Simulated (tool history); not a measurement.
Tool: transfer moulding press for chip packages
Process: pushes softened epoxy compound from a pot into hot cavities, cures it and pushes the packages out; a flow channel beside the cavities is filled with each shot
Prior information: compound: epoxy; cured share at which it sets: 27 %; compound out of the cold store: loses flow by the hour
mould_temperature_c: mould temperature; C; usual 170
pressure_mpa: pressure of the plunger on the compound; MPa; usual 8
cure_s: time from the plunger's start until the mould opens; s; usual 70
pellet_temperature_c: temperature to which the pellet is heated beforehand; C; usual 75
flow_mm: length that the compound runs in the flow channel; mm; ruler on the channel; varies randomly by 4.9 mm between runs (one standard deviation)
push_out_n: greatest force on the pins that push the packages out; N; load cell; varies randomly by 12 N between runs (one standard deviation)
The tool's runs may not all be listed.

| run | hour | mould_temperature_c | pressure_mpa | cure_s | pellet_temperature_c | incoming compound's hours out of the cold store | flow_mm | push_out_n |
|---|---|---|---|---|---|---|---|---|
| 1 | 0 | 170 | 8 | 70 | 75 | 43.2 | 487 | 548 |
|  | 21.2 | plunger's sealing rings changed |
| 2 | 24 | 170 | 8 | 70 | 75 | 42.6 | 484 | 552 |
|  | 29.3 | cavities cleaned with cleaning compound and waxed |
| 3 | 53 | 170 | 8 | 104 | 75 | 16.8 | 545 | 440 |
| 4 | 80 | 170 | 8 | 91 | 75 | 37.4 | 504 | 451 |
| 5 | 115.4 | 170 | 8 | 91 | 75 | 30.4 | 511 | 459 |
|  | 126.7 | cavities cleaned with cleaning compound and waxed |
| 6 | 139.3 | 170 | 8 | 91 | 75 | 26.6 | 522 | 444 |
| 7 | 161 | 169 | 8 | 70 | 75 | 24.4 | 531 | 576 |
| 8 | 183.2 | 169 | 8 | 70 | 75 | 13.3 | 552 | 622 |
|  | 224.3 | cavities cleaned with cleaning compound and waxed |
| 9 | 225.7 | 169 | 8 | 70 | 75 | 47.3 | 471 | 573 |
| 10 | 257.3 | 169 | 8 | 70 | 75 | 34.8 | 501 | 566 |
| 11 | 284.4 | 169 | 8 | 70 | 75 | 14.8 | 548 | 626 |
| 12 | 317.1 | 169 | 8 | 70 | 75 | 29.7 | 522 | 605 |
|  | 322 | cavities cleaned with cleaning compound and waxed |
| 13 | 364.4 | 170 | 8 | 70 | 75 | 39.5 | 490 | 539 |
| 14 | 411.4 | 170 | 8 | 70 | 75 | 18.2 | 530 | 573 |
|  | 423.5 | cavities cleaned with cleaning compound and waxed |
| 15 | 439.9 | 164 | 8 | 70 | 75 | 20 | 541 | 838 |
| 16 | 463.8 | 164 | 8 | 70 | 75 | 37.6 | 511 | 799 |
| 17 | 487.7 | 164 | 8 | 70 | 75 | 38.4 | 501 | 801 |
| 18 | 514.2 | 163 | 7.26 | 70 | 84 | 22.1 | 510 | 907 |
|  | 521 | cavities cleaned with cleaning compound and waxed |
| 19 | 537.7 | 163 | 7.26 | 70 | 84 | 21.9 | 509 | 854 |
| 20 | 574.2 | 163 | 7.26 | 70 | 84 | 18.3 | 521 | 918 |
| 21 | 600.6 | 174 | 7.26 | 55 | 82 | 44.1 | 452 | 694 |
|  | 620.9 | cavities cleaned with cleaning compound and waxed |
|  | 631 | plunger's sealing rings changed |
| 22 | 637.3 | 170 | 8 | 71 | 77 | 42.9 | 484 | 532 |
| 23 | 681.6 | 174 | 6.84 | 63 | 82 | 36.1 | 458 | 532 |
| 24 | 718.6 | 172 | 8.42 | 89 | 77 | 33.8 | 520 | 442 |
|  | 724.6 | cavities cleaned with cleaning compound and waxed |
| 25 | 758.3 | 172 | 7.65 | 67 | 77 | 22.5 | 512 | 544 |
| 26 | 789.3 | 164 | 8 | 70 | 65 | 40.5 | 498 | 809 |
| 27 | 815.2 | 163 | 8 | 76 | 75 | 36.8 | 509 | 715 |
|  | 825 | cavities cleaned with cleaning compound and waxed |
| 28 | 840.5 | 176 | 8 | 70 | 75 | 44.4 | 467 | 453 |

Forecast each of these 4 alternatives for the next run:
| A | 863.3 | 170 | 8 | 70 | 74 | 26.4 | ? | ? |
| B | 863.3 | 176 | 8 | 75 | 75 | 15.4 | ? | ? |
| C | 863.3 | 170 | 8 | 70 | 75 | 29.4 | ? | ? |
| D | 863.3 | 170 | 8 | 90 | 72 | 46 | ? | ? |

| run | flow_mm | push_out_n |
|---|---|---|
| A | 513 | 568 |
| B | 541 | 447 |
| C | 517 | 557 |
| D | 486 | 435 |
Without the tool's unlogged condition, the same runs would have read:
| run | flow_mm | push_out_n |
|---|---|---|
| A | 513 | 563 |
| B | 542 | 442 |
| C | 518 | 552 |
| D | 487 | 431 |

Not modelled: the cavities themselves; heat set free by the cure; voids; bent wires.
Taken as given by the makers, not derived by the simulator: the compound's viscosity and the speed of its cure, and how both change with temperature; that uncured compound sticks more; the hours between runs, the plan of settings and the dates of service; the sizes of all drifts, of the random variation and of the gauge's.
